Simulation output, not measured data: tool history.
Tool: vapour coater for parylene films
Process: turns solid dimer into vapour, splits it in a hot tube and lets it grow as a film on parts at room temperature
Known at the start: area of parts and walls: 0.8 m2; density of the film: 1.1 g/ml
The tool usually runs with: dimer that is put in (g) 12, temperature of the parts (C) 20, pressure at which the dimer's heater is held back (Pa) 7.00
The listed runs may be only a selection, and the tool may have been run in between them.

run	hour	dimer that is put in (g)	temperature of the parts (C)	pressure at which the dimer's heater is held back (Pa)	thickness of the film (um)
1	0.0	12	20	7.00	8.09
2	25.9	12	20	7.00	7.89
3	56.8	12	20	7.00	8.02
4	106.4	12	20	7.00	7.87
5	162.5	12	20	7.00	7.77
6	200.9	12	20	11.73	7.08
7	263.9	12	20	7.00	7.69
8	319.8	12	20	7.00	7.56
9	373.4	12	20	7.00	7.48
10	406.5	12	20	7.00	7.34
11	451.8	12	20	7.00	7.98
12	499.0	12	20	7.00	8.12
13	555.5	12	20	7.00	7.80
14	615.4	6	20	7.00	3.88
15	671.6	8	20	7.00	5.10
16	736.0	8	20	7.00	5.08
17	779.6	8	20	7.00	5.00
18	837.6	8	20	7.00	4.95
19	890.2	12	20	7.00	8.11
20	952.1	7	14	8.05	5.71
21	982.2	6	20	3.90	4.29
22	1012.6	6	20	3.90	4.34
23	1061.1	11	17	6.58	8.03
24	1098.3	11	17	6.58	7.89
25	1138.9	11	19	7.85	7.07
26	1178.5	22	13	10.40	17.14
27	1243.5	14	18	7.00	9.81
28	1275.5	14	18	7.00	9.73
29	1322.1	22	17	2.32	20.78
30	1368.8	22	17	2.32	20.19
31	1430.8	12	20	3.62	8.81
32	1489.1	7	20	8.36	4.52
33	1534.7	8	14	3.71	7.60
34	1581.9	12	17	7.00	8.78
35	1622.2	11	30	3.12	5.30
36	1648.8	12	25	2.70	7.45
37	1713.3	12	26	7.44	5.80
38	1761.0	10	18	11.56	6.69

Withheld: 5 entries from between the runs. Position of each, and hidden state at the listed run before versus the listed run after:
Between runs 10 and 11: trap's valve overhauled (hour 434.6)
  vapour lost through the trap's worn valve, %: 7.1 -> 0.4
  measured result minus the result with no hidden state, thickness of the film (um): -0.77 -> -0.23
Between runs 18 and 19: trap's valve overhauled (hour 867.8)
  vapour lost through the trap's worn valve, %: 7.2 -> 0.4; true temperature of the parts over the reading, C: 0.69 -> 0.7
  measured result minus the result with no hidden state, thickness of the film (um): -0.54 -> -0.27
Between runs 26 and 27: table's thermometer calibrated (hour 1230.0)
  vapour lost through the trap's worn valve, %: 5.6 -> 6.6; true temperature of the parts over the reading, C: 0.76 -> -0.03
  measured result minus the result with no hidden state, thickness of the film (um): -1.60 -> -0.68
Between runs 28 and 29: trap's valve overhauled (hour 1302.0)
  vapour lost through the trap's worn valve, %: 7.2 -> 0.5; true temperature of the parts over the reading, C: -0.02 -> -0.01
  measured result minus the result with no hidden state, thickness of the film (um): -0.74 -> -0.09
Between runs 37 and 38: trap's valve overhauled (hour 1739.0)
  vapour lost through the trap's worn valve, %: 7.2 -> 0.6; true temperature of the parts over the reading, C: 0.07 -> 0.08
  measured result minus the result with no hidden state, thickness of the film (um): -0.47 -> -0.07
